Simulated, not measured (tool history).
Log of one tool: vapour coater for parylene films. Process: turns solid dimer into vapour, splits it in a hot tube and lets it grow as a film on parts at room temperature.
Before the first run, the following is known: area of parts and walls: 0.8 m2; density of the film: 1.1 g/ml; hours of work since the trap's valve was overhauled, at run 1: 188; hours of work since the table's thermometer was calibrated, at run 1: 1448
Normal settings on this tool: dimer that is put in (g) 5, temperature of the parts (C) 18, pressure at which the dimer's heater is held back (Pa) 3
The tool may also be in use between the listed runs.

run	hour	dimer that is put in (g)	temperature of the parts (C)	pressure at which the dimer's heater is held back (Pa)	hours of work since the trap's valve was overhauled	hours of work since the table's thermometer was calibrated	thickness of the film (um)
1	0	5	18	3	188	1448	3.34
2	47	5	18	3	228	1488	3.37
# hour 85.1: trap's valve overhauled
3	97.3	5	18	3	10	1527	3.22
4	140.3	5	18	3	47	1563	3.17
5	190.6	6	18	3	89	1606	3.73
6	232.9	6	18	3	125	1641	3.68
7	267.7	6	18	3	154	1671	3.72
8	301.8	6	22	3	183	1700	3.42
# hour 323.1: trap's valve overhauled, once more
9	341.6	6	22	3	16	1730	3.98
10	378.3	6	22	3	47	1761	3.89
11	422.8	6	22	3	84	1798	3.88
12	459	6	22	3	115	1829	3.9
13	495.4	3	22	3	146	1860	1.89
14	526.8	3	22	3	172	1886	1.91
15	552.5	3	22	3	194	1908	1.95
16	594	3	22	3	229	1943	1.9
# hour 631.8: trap's valve overhauled
17	646	9	18	3	12	1984	6.34
18	678.6	9	18	3	40	2011	6.26
19	713.8	9	18	3	69	2041	6.31
20	748	5	15	3	98	2070	3.56
21	779.7	5	15	3	125	2097	3.58
22	824	5	12	3	163	2134	3.75
23	846	7	10	2.19	181	2153	5.61
24	893	4	22	2.29	221	2193	2.61
25	919	4	15	3	243	2214	2.86
# hour 938.8: trap's valve overhauled
26	954.4	2	12	2.76	13	2241	1.59

What does the tool deliver on the next run?
27	985.8	4	19	3	40	2268	?

thickness of the film (um): 2.74
Had the tool carried no hidden state, the very same run would have given thickness of the film (um) 2.75.
